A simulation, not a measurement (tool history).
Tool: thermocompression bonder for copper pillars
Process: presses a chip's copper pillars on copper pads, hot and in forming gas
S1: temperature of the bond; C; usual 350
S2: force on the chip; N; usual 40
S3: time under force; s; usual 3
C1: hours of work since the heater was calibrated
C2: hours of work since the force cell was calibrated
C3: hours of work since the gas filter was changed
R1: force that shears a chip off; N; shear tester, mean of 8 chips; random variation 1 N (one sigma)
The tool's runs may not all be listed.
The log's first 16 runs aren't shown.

Run 17, hour 273.3: usual settings but S3 4 s; C1 388; C2 410; C3 283. Result: R1 82.9 N.
Run 18, hour 296.5: usual settings; C1 406; C2 428; C3 301. Result: R1 75.8 N.
At hour 307.3: forming gas filter changed.
Run 19, hour 320.3: usual settings; C1 424; C2 446; C3 10. Result: R1 83.8 N.
Run 20, hour 336.6: usual settings but S2 45 N, S3 5 s; C1 437; C2 458; C3 23. Result: R1 103.0 N.
Run 21, hour 355.5: usual settings but S2 60 N, S3 5 s; C1 452; C2 473; C3 37. Result: R1 106.4 N.
Run 22, hour 377.4: usual settings but S1 337 C, S2 60 N; C1 469; C2 490; C3 54. Result: R1 87.1 N.
Run 23, hour 388.8: usual settings but S1 337 C, S2 60 N; C1 477; C2 499; C3 63. Result: R1 86.6 N.
Run 24, hour 405.6: usual settings but S1 332 C, S2 60 N, S3 4 s; C1 490; C2 512; C3 76. Result: R1 88.1 N.
Run 25, hour 428.9: usual settings but S1 332 C, S2 60 N, S3 4 s; C1 509; C2 530; C3 94. Result: R1 86.7 N.
Run 26, hour 450.0: usual settings but S2 45 N; C1 525; C2 546; C3 111. Result: R1 82.8 N.
Run 27, hour 462.4: usual settings but S2 45 N; C1 535; C2 556; C3 120. Result: R1 83.8 N.
Run 28, hour 483.6: usual settings but S1 379 C, S2 33 N, S3 6 s; C1 551; C2 572; C3 137. Result: R1 107.1 N.
Run 29, hour 502.0: usual settings but S1 379 C, S2 33 N, S3 6 s; C1 565; C2 587; C3 151. Result: R1 106.9 N.
At hour 526.1: heater calibrated with a thermocouple chip.
Run 30, hour 527.0: usual settings but S1 340 C, S2 34 N, S3 5 s; C1 1; C2 604; C3 169. Result: R1 85.2 N.
Run 31, hour 550.1: usual settings but S1 336 C, S2 49 N, S3 6 s; C1 19; C2 622; C3 187. Result: R1 99.1 N.
Run 32, hour 568.0: usual settings but S1 372 C; C1 33; C2 636; C3 201. Result: R1 97.4 N.
Run 33, hour 589.8: usual settings but S1 372 C, S2 42 N, S3 6 s; C1 49; C2 653; C3 218. Result: R1 112.1 N.
Run 34, hour 611.0: usual settings but S1 351 C, S2 36 N, S3 4 s; C1 66; C2 670; C3 234. Result: R1 86.8 N.
Run 35, hour 625.5: usual settings but S1 367 C, S3 6 s; C1 77; C2 681; C3 245. Result: R1 106.7 N.
Run 36, hour 648.5: usual settings but S1 351 C, S2 44 N; C1 95; C2 699; C3 263. Result: R1 84.9 N.

4 ways to go on from here, each from the tool as it stands after run 36. What would each give?
Run A, hour 659.0: usual settings but S1 363 C, S2 27 N; C1 103; C2 707; C3 271. Result: R1 ?.
Run B, hour 659.0: usual settings but S1 351 C, S2 41 N, S3 5 s; C1 103; C2 707; C3 271. Result: R1 ?.
Run C, hour 659.0: usual settings but S1 376 C, S2 36 N, S3 2 s; C1 103; C2 707; C3 271. Result: R1 ?.
Run D, hour 659.0: usual settings but S1 325 C, S3 6 s; C1 103; C2 707; C3 271. Result: R1 ?.

run    R1
  A  76.3
  B  92.2
  C  84.8
  D  78.6
Without the tool's hidden state the same runs would have given:
run     R1
  A   88.4
  B  105.5
  C   97.6
  D   91.2
